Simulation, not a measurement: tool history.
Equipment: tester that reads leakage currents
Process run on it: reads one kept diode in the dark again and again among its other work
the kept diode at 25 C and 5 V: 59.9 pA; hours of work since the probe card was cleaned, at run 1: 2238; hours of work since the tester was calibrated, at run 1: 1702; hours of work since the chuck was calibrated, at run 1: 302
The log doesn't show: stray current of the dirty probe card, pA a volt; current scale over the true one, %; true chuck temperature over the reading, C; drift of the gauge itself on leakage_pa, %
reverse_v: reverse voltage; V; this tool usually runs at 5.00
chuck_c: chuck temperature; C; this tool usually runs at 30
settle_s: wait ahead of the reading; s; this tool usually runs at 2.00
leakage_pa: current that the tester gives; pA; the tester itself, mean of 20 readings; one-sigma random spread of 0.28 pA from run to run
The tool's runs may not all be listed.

| run | hour | reverse_v | chuck_c | settle_s | hours of work since the probe card was cleaned | hours of work since the tester was calibrated | hours of work since the chuck was calibrated | leakage_pa |
|---|---|---|---|---|---|---|---|---|
| 1 | 0.0 | 5.00 | 30 | 2.00 | 2238 | 1702 | 302 | 89.05 |
| 2 | 68.0 | 5.00 | 30 | 2.00 | 2289 | 1753 | 353 | 88.66 |
| 3 | 111.4 | 7.31 | 30 | 2.00 | 2322 | 1785 | 386 | 105.77 |
| 4 | 185.5 | 5.00 | 30 | 5.66 | 2377 | 1841 | 441 | 86.10 |
| 5 | 259.3 | 4.09 | 30 | 2.00 | 2432 | 1896 | 496 | 76.75 |
| 6 | 301.7 | 4.09 | 30 | 2.70 | 2464 | 1928 | 528 | 76.06 |
| 7 | 361.2 | 4.09 | 30 | 2.70 | 2509 | 1973 | 573 | 74.87 |
|  | 399.9 | chuck's temperature calibrated |
| 8 | 437.7 | 4.09 | 30 | 2.70 | 2565 | 2029 | 28 | 68.80 |
| 9 | 487.5 | 4.09 | 30 | 2.70 | 2602 | 2066 | 66 | 68.14 |
| 10 | 549.7 | 4.09 | 30 | 2.70 | 2649 | 2113 | 112 | 67.29 |
| 11 | 604.0 | 4.09 | 30 | 2.70 | 2690 | 2153 | 153 | 66.86 |
| 12 | 645.1 | 5.00 | 30 | 2.00 | 2720 | 2184 | 184 | 73.40 |
| 13 | 684.1 | 5.00 | 30 | 2.00 | 2750 | 2213 | 213 | 73.02 |
| 14 | 731.4 | 5.00 | 30 | 2.00 | 2785 | 2249 | 249 | 71.98 |
| 15 | 815.6 | 5.00 | 30 | 4.07 | 2848 | 2312 | 312 | 70.92 |
|  | 836.3 | chuck's temperature calibrated, once more |
| 16 | 906.2 | 5.00 | 30 | 4.07 | 2915 | 2378 | 52 | 96.39 |
| 17 | 944.9 | 14.21 | 54 | 0.33 | 2944 | 2407 | 81 | 968.66 |
| 18 | 1000.2 | 9.33 | 30 | 0.53 | 2985 | 2449 | 123 | 131.74 |
| 19 | 1056.1 | 1.91 | 48 | 3.83 | 3027 | 2491 | 165 | 234.81 |
| 20 | 1136.0 | 1.91 | 48 | 3.83 | 3087 | 2551 | 225 | 230.23 |
| 21 | 1192.8 | 5.00 | 27 | 0.86 | 3130 | 2593 | 267 | 72.45 |
| 22 | 1256.0 | 5.00 | 27 | 0.86 | 3177 | 2641 | 315 | 71.41 |
| 23 | 1333.8 | 1.11 | 28 | 0.86 | 3235 | 2699 | 373 | 35.79 |
| 24 | 1376.7 | 5.00 | 39 | 3.63 | 3268 | 2731 | 405 | 176.44 |
| 25 | 1458.0 | 5.00 | 39 | 3.63 | 3329 | 2792 | 466 | 174.02 |
| 26 | 1510.0 | 5.00 | 39 | 3.63 | 3368 | 2831 | 505 | 171.89 |
| 27 | 1582.1 | 1.51 | 39 | 8.40 | 3422 | 2885 | 559 | 94.79 |
| 28 | 1620.3 | 1.51 | 28 | 8.40 | 3450 | 2914 | 588 | 39.02 |
|  | 1642.9 | chuck's temperature calibrated |
| 29 | 1689.4 | 14.78 | 46 | 8.40 | 3501 | 2964 | 35 | 565.95 |
| 30 | 1774.5 | 14.78 | 46 | 8.40 | 3565 | 3028 | 99 | 560.71 |

Some steps in leakage_pa, run to run, broken into two amounts with sign: the step expected even without the hidden condition (settings, incoming material, random variation), and the rest, left for the hidden condition together with whatever gauge scatter is not in both the measured and the hidden-condition-free result:
Run 15 -> 16: chuck's temperature calibrated, once more. leakage_pa +25.47 pA: hidden state +25.10, all else +0.37.
Run 16 -> 17: reverse_v 5.00 -> 14.21, chuck_c 30 -> 54, settle_s 4.07 -> 0.33. leakage_pa +872.27 pA: hidden state -0.24, all else +872.51.
Run 17 -> 18: reverse_v 14.21 -> 9.33, chuck_c 54 -> 30, settle_s 0.33 -> 0.53. leakage_pa -836.92 pA: hidden state +1.79, all else -838.71.
Run 18 -> 19: reverse_v 9.33 -> 1.91, chuck_c 30 -> 48, settle_s 0.53 -> 3.83. leakage_pa +103.07 pA: hidden state -11.53, all else +114.60.
Run 28 -> 29: reverse_v 1.51 -> 14.78, chuck_c 28 -> 46, chuck's temperature calibrated. leakage_pa +526.93 pA: hidden state +28.66, all else +498.27.
